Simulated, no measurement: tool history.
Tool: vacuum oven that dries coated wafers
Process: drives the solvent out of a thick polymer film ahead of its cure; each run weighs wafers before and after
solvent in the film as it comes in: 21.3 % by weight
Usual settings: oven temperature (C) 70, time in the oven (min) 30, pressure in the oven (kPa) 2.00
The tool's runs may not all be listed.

{"run": 1, "hour": 0.0, "oven temperature (C)": 70, "time in the oven (min)": 30, "pressure in the oven (kPa)": 2.0, "solvent left in the film (%)": 2.12}
{"run": 2, "hour": 15.6, "oven temperature (C)": 62, "time in the oven (min)": 30, "pressure in the oven (kPa)": 2.0, "solvent left in the film (%)": 4.91}
{"run": 3, "hour": 37.2, "oven temperature (C)": 62, "time in the oven (min)": 30, "pressure in the oven (kPa)": 2.0, "solvent left in the film (%)": 4.92}
{"hour": 51.4, "done": "oven's thermocouples calibrated"}
{"run": 4, "hour": 59.4, "oven temperature (C)": 81, "time in the oven (min)": 30, "pressure in the oven (kPa)": 2.0, "solvent left in the film (%)": 0.8}
{"run": 5, "hour": 91.2, "oven temperature (C)": 57, "time in the oven (min)": 30, "pressure in the oven (kPa)": 2.0, "solvent left in the film (%)": 8.09}
{"run": 6, "hour": 119.4, "oven temperature (C)": 57, "time in the oven (min)": 30, "pressure in the oven (kPa)": 2.0, "solvent left in the film (%)": 8.08}
{"run": 7, "hour": 154.0, "oven temperature (C)": 70, "time in the oven (min)": 30, "pressure in the oven (kPa)": 2.0, "solvent left in the film (%)": 2.51}
{"run": 8, "hour": 173.7, "oven temperature (C)": 70, "time in the oven (min)": 30, "pressure in the oven (kPa)": 2.0, "solvent left in the film (%)": 2.54}
{"run": 9, "hour": 194.1, "oven temperature (C)": 70, "time in the oven (min)": 30, "pressure in the oven (kPa)": 2.0, "solvent left in the film (%)": 2.51}
{"run": 10, "hour": 211.6, "oven temperature (C)": 55, "time in the oven (min)": 45, "pressure in the oven (kPa)": 2.0, "solvent left in the film (%)": 6.68}
{"hour": 215.7, "done": "vacuum gauge cleaned of residue and calibrated"}
{"run": 11, "hour": 243.7, "oven temperature (C)": 70, "time in the oven (min)": 36, "pressure in the oven (kPa)": 2.0, "solvent left in the film (%)": 1.99}
{"run": 12, "hour": 273.5, "oven temperature (C)": 82, "time in the oven (min)": 28, "pressure in the oven (kPa)": 2.0, "solvent left in the film (%)": 0.8}
{"run": 13, "hour": 301.7, "oven temperature (C)": 65, "time in the oven (min)": 20, "pressure in the oven (kPa)": 6.35, "solvent left in the film (%)": 8.58}
{"run": 14, "hour": 322.6, "oven temperature (C)": 85, "time in the oven (min)": 19, "pressure in the oven (kPa)": 2.0, "solvent left in the film (%)": 0.86}
{"run": 15, "hour": 345.5, "oven temperature (C)": 57, "time in the oven (min)": 30, "pressure in the oven (kPa)": 1.48, "solvent left in the film (%)": 7.63}
{"run": 16, "hour": 364.0, "oven temperature (C)": 57, "time in the oven (min)": 32, "pressure in the oven (kPa)": 1.48, "solvent left in the film (%)": 7.3}
{"run": 17, "hour": 396.8, "oven temperature (C)": 66, "time in the oven (min)": 32, "pressure in the oven (kPa)": 3.4, "solvent left in the film (%)": 4.34}

The same runs without the tool's hidden state, with the same run-to-run variation:
The hidden state here: true wafer temperature over the reading, C; true pressure over the reading, kPa; drift of the gauge itself on solvent_pct, %.
run=1 solvent_left_in_the_film_(%)=2.40
run=2 solvent_left_in_the_film_(%)=5.42
run=3 solvent_left_in_the_film_(%)=5.43
run=4 solvent_left_in_the_film_(%)=0.75
run=5 solvent_left_in_the_film_(%)=7.87
run=6 solvent_left_in_the_film_(%)=7.87
run=7 solvent_left_in_the_film_(%)=2.39
run=8 solvent_left_in_the_film_(%)=2.42
run=9 solvent_left_in_the_film_(%)=2.39
run=10 solvent_left_in_the_film_(%)=6.49
run=11 solvent_left_in_the_film_(%)=1.86
run=12 solvent_left_in_the_film_(%)=0.73
run=13 solvent_left_in_the_film_(%)=8.44
run=14 solvent_left_in_the_film_(%)=0.80
run=15 solvent_left_in_the_film_(%)=7.46
run=16 solvent_left_in_the_film_(%)=7.14
run=17 solvent_left_in_the_film_(%)=4.22
